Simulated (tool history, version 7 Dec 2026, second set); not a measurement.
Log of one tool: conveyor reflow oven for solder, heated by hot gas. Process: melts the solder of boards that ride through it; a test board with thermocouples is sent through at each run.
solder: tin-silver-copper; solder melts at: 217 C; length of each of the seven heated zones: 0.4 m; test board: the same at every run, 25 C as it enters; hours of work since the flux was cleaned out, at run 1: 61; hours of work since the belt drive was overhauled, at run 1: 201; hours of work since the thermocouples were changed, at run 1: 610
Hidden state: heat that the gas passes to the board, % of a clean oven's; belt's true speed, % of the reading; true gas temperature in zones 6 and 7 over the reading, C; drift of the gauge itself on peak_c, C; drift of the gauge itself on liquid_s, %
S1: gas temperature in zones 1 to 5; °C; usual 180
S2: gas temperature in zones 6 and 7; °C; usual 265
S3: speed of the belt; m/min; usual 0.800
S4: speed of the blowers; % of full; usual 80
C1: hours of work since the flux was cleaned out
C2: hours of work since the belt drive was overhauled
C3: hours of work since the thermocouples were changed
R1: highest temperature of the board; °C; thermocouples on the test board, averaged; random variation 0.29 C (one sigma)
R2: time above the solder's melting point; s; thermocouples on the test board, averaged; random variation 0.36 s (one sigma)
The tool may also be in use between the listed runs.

run 1 hour=0.0 | S1=180 S2=265 S3=0.800 S4=80 | C1=61 C2=201 C3=610 | R1=253.3 R2=47.2
run 2 hour=11.0 | S1=180 S2=265 S3=0.800 S4=80 | C1=66 C2=206 C3=615 | R1=252.7 R2=47.9
run 3 hour=24.9 | S1=180 S2=265 S3=0.800 S4=80 | C1=72 C2=212 C3=622 | R1=252.8 R2=46.6
run 4 hour=38.9 | S1=180 S2=265 S3=0.800 S4=80 | C1=79 C2=218 C3=628 | R1=253.4 R2=47.0
run 5 hour=49.3 | S1=180 S2=265 S3=0.800 S4=80 | C1=83 C2=223 C3=633 | R1=252.5 R2=47.7
run 6 hour=66.4 | S1=180 S2=265 S3=0.800 S4=80 | C1=91 C2=230 C3=640 | R1=252.7 R2=47.0
run 7 hour=79.8 | S1=180 S2=265 S3=0.800 S4=80 | C1=97 C2=236 C3=646 | R1=252.6 R2=47.0
run 8 hour=89.7 | S1=180 S2=265 S3=0.800 S4=80 | C1=101 C2=241 C3=651 | R1=252.4 R2=47.6
run 9 hour=103.5 | S1=180 S2=265 S3=0.800 S4=80 | C1=108 C2=247 C3=657 | R1=253.2 R2=47.4
run 10 hour=113.1 | S1=180 S2=265 S3=0.800 S4=80 | C1=112 C2=251 C3=661 | R1=252.2 R2=47.3
run 11 hour=127.2 | S1=180 S2=265 S3=0.800 S4=80 | C1=118 C2=258 C3=667 | R1=252.1 R2=46.9
run 12 hour=142.6 | S1=180 S2=265 S3=0.800 S4=80 | C1=125 C2=265 C3=674 | R1=252.2 R2=47.0
run 13 hour=155.7 | S1=180 S2=265 S3=0.800 S4=80 | C1=131 C2=270 C3=680 | R1=252.9 R2=47.2
run 14 hour=164.3 | S1=180 S2=265 S3=0.800 S4=80 | C1=135 C2=274 C3=684 | R1=252.6 R2=47.0
run 15 hour=179.1 | S1=180 S2=265 S3=0.800 S4=80 | C1=142 C2=281 C3=691 | R1=252.0 R2=47.0
-- hour=184.0 belt drive overhauled, speed set with a stopwatch
run 16 hour=195.8 | S1=180 S2=265 S3=0.800 S4=80 | C1=147 C2=5 C3=696 | R1=251.5 R2=47.4
run 17 hour=209.8 | S1=172 S2=265 S3=0.812 S4=73 | C1=154 C2=12 C3=703 | R1=249.1 R2=41.9
-- hour=228.5 belt drive overhauled, speed set with a stopwatch, once more
run 18 hour=228.8 | S1=172 S2=265 S3=0.812 S4=72 | C1=160 C2=0 C3=709 | R1=248.1 R2=41.2
run 19 hour=240.8 | S1=173 S2=265 S3=0.700 S4=80 | C1=166 C2=5 C3=715 | R1=254.7 R2=53.4
run 20 hour=253.6 | S1=192 S2=265 S3=0.800 S4=80 | C1=171 C2=11 C3=721 | R1=253.9 R2=52.0
run 21 hour=267.1 | S1=180 S2=265 S3=0.800 S4=57 | C1=177 C2=17 C3=727 | R1=247.1 R2=42.2
run 22 hour=278.9 | S1=180 S2=274 S3=0.811 S4=59 | C1=183 C2=23 C3=732 | R1=254.2 R2=46.4
run 23 hour=294.5 | S1=180 S2=274 S3=0.811 S4=59 | C1=190 C2=30 C3=739 | R1=255.0 R2=45.7
run 24 hour=310.4 | S1=185 S2=259 S3=0.800 S4=80 | C1=197 C2=37 C3=746 | R1=247.2 R2=45.1
run 25 hour=322.1 | S1=181 S2=265 S3=0.823 S4=80 | C1=202 C2=42 C3=751 | R1=251.2 R2=44.9
run 26 hour=332.0 | S1=175 S2=268 S3=0.898 S4=89 | C1=207 C2=46 C3=756 | R1=251.1 R2=39.0
run 27 hour=341.9 | S1=180 S2=261 S3=0.800 S4=80 | C1=211 C2=51 C3=760 | R1=247.8 R2=44.5
run 28 hour=356.5 | S1=180 S2=261 S3=0.800 S4=80 | C1=218 C2=57 C3=767 | R1=248.0 R2=43.7
run 29 hour=372.4 | S1=180 S2=262 S3=0.800 S4=75 | C1=225 C2=64 C3=774 | R1=248.6 R2=43.4
run 30 hour=380.1 | S1=180 S2=265 S3=0.800 S4=65 | C1=228 C2=68 C3=777 | R1=249.0 R2=43.9
run 31 hour=396.2 | S1=180 S2=265 S3=0.800 S4=65 | C1=235 C2=75 C3=785 | R1=248.9 R2=44.2
run 32 hour=408.2 | S1=180 S2=265 S3=0.800 S4=65 | C1=241 C2=81 C3=790 | R1=248.9 R2=44.0

How the hidden state differs across the entries between the runs, from the last listed run before each to the first after it:
Between runs 15 and 16: belt drive overhauled, speed set with a stopwatch (hour 184.0)
  heat that the gas passes to the board, % of a clean oven's: 95.9 -> 95.7; belt's true speed, % of the reading: 99.16 -> 98.67; true gas temperature in zones 6 and 7 over the reading, C: 1.94 -> 1.95
  measured less the result without the state, R1: +0.9 -> +1.0 °C; R2: +0.7 -> +1.0 s
Between runs 17 and 18: belt drive overhauled, speed set with a stopwatch, once more (hour 228.5)
  heat that the gas passes to the board, % of a clean oven's: 95.5 -> 95.3; belt's true speed, % of the reading: 98.66 -> 99.97; true gas temperature in zones 6 and 7 over the reading, C: 1.97 -> 1.98
  measured less the result without the state, R1: +0.9 -> +0.4 °C; R2: +0.9 -> +0.0 s
